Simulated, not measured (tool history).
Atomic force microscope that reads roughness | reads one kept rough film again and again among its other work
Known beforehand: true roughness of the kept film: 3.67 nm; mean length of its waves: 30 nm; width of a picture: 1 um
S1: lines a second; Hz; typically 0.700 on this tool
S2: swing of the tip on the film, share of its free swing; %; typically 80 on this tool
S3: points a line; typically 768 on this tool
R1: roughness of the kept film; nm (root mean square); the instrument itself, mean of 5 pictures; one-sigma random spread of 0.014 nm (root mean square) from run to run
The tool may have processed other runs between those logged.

{"run": 1, "hour": 0.0, "S1": 0.7, "S2": 80, "S3": 768, "R1": 3.304}
{"run": 2, "hour": 41.4, "S1": 0.7, "S2": 80, "S3": 768, "R1": 3.156}
{"hour": 74.9, "done": "new tip fitted"}
{"run": 3, "hour": 89.8, "S1": 0.7, "S2": 80, "S3": 768, "R1": 3.231}
{"run": 4, "hour": 125.8, "S1": 0.7, "S2": 80, "S3": 768, "R1": 3.133}
{"hour": 149.3, "done": "new tip fitted"}
{"run": 5, "hour": 173.4, "S1": 0.7, "S2": 80, "S3": 768, "R1": 3.237}
{"run": 6, "hour": 220.8, "S1": 0.7, "S2": 80, "S3": 768, "R1": 3.067}
{"hour": 225.4, "done": "new tip fitted"}
{"run": 7, "hour": 254.9, "S1": 0.7, "S2": 55, "S3": 768, "R1": 3.318}
{"hour": 300.4, "done": "new tip fitted"}
{"run": 8, "hour": 317.1, "S1": 0.7, "S2": 55, "S3": 768, "R1": 3.305}
{"run": 9, "hour": 371.0, "S1": 0.7, "S2": 55, "S3": 768, "R1": 3.087}
{"hour": 376.4, "done": "new tip fitted"}
{"run": 10, "hour": 411.3, "S1": 0.7, "S2": 80, "S3": 768, "R1": 3.173}
{"hour": 454.4, "done": "new tip fitted"}
{"run": 11, "hour": 473.6, "S1": 0.7, "S2": 80, "S3": 768, "R1": 3.22}
{"run": 12, "hour": 520.8, "S1": 0.7, "S2": 80, "S3": 768, "R1": 3.069}
{"hour": 531.5, "done": "new tip fitted"}
{"run": 13, "hour": 581.5, "S1": 0.7, "S2": 80, "S3": 768, "R1": 3.146}
{"hour": 607.4, "done": "new tip fitted"}
{"run": 14, "hour": 636.7, "S1": 0.7, "S2": 80, "S3": 768, "R1": 3.186}
{"hour": 685.9, "done": "new tip fitted"}
{"run": 15, "hour": 697.9, "S1": 0.7, "S2": 80, "S3": 768, "R1": 3.253}
{"run": 16, "hour": 738.8, "S1": 2.459, "S2": 80, "S3": 768, "R1": 2.924}
{"hour": 760.7, "done": "new tip fitted"}
{"run": 17, "hour": 785.8, "S1": 3.545, "S2": 80, "S3": 768, "R1": 2.925}
{"hour": 837.7, "done": "new tip fitted"}
{"run": 18, "hour": 838.3, "S1": 3.545, "S2": 80, "S3": 768, "R1": 2.965}
{"hour": 913.6, "done": "new tip fitted"}
{"run": 19, "hour": 917.4, "S1": 0.7, "S2": 90, "S3": 736, "R1": 3.246}
{"hour": 988.5, "done": "new tip fitted"}
{"run": 20, "hour": 995.6, "S1": 0.7, "S2": 60, "S3": 266, "R1": 3.316}
{"run": 21, "hour": 1052.9, "S1": 0.742, "S2": 80, "S3": 709, "R1": 3.105}
{"hour": 1062.2, "done": "new tip fitted"}
{"run": 22, "hour": 1112.0, "S1": 0.514, "S2": 77, "S3": 754, "R1": 3.168}
{"hour": 1138.3, "done": "new tip fitted"}
{"run": 23, "hour": 1183.4, "S1": 0.7, "S2": 71, "S3": 756, "R1": 3.242}
{"hour": 1188.0, "done": "height scale calibrated on a step standard"}
{"hour": 1214.8, "done": "new tip fitted"}
{"run": 24, "hour": 1238.5, "S1": 2.275, "S2": 58, "S3": 756, "R1": 3.211}
{"run": 25, "hour": 1285.2, "S1": 2.275, "S2": 58, "S3": 756, "R1": 3.07}
{"hour": 1291.2, "done": "new tip fitted"}
{"run": 26, "hour": 1334.6, "S1": 0.7, "S2": 81, "S3": 668, "R1": 3.153}
{"hour": 1368.6, "done": "new tip fitted"}
{"run": 27, "hour": 1417.3, "S1": 0.7, "S2": 81, "S3": 668, "R1": 3.154}
{"hour": 1443.2, "done": "new tip fitted"}
{"hour": 1474.3, "done": "height scale calibrated on a step standard, once more"}
{"run": 28, "hour": 1474.3, "S1": 0.7, "S2": 71, "S3": 668, "R1": 3.228}
{"hour": 1521.4, "done": "new tip fitted"}
{"run": 29, "hour": 1550.7, "S1": 0.7, "S2": 71, "S3": 668, "R1": 3.228}
{"hour": 1594.5, "done": "new tip fitted"}
{"run": 30, "hour": 1618.1, "S1": 3.522, "S2": 65, "S3": 768, "R1": 3.135}
{"hour": 1669.4, "done": "new tip fitted"}
{"run": 31, "hour": 1690.0, "S1": 3.522, "S2": 65, "S3": 768, "R1": 3.149}
{"hour": 1748.1, "done": "new tip fitted"}
{"run": 32, "hour": 1773.8, "S1": 3.522, "S2": 65, "S3": 768, "R1": 3.08}
{"hour": 1825.8, "done": "new tip fitted"}
{"run": 33, "hour": 1837.4, "S1": 1.892, "S2": 83, "S3": 768, "R1": 3.041}
{"hour": 1904.1, "done": "new tip fitted"}
{"run": 34, "hour": 1912.8, "S1": 3.168, "S2": 84, "S3": 768, "R1": 2.931}
{"run": 35, "hour": 1951.1, "S1": 3.168, "S2": 84, "S3": 391, "R1": 2.794}
{"hour": 1979.2, "done": "new tip fitted"}
{"run": 36, "hour": 2035.3, "S1": 0.723, "S2": 89, "S3": 611, "R1": 3.051}

Alternative continuations, all from the tool just after run 36; predict every row:
{"hour": 2057.3, "done": "new tip fitted"}
{"run": "A", "hour": 2072.5, "S1": 0.784, "S2": 89, "S3": 310, "R1": "?"}
{"hour": 2057.3, "done": "new tip fitted"}
{"run": "B", "hour": 2072.5, "S1": 0.59, "S2": 89, "S3": 379, "R1": "?"}
{"hour": 2057.3, "done": "new tip fitted"}
{"run": "C", "hour": 2072.5, "S1": 1.969, "S2": 89, "S3": 359, "R1": "?"}
{"hour": 2057.3, "done": "new tip fitted"}
{"run": "D", "hour": 2072.5, "S1": 0.751, "S2": 63, "S3": 768, "R1": "?"}

run=A R1=3.195
run=B R1=3.198
run=C R1=2.966
run=D R1=3.318
The same runs, with their run-to-run variation unchanged, on a tool lacking any hidden condition would have given:
run=A R1=3.238
run=B R1=3.241
run=C R1=3.006
run=D R1=3.362
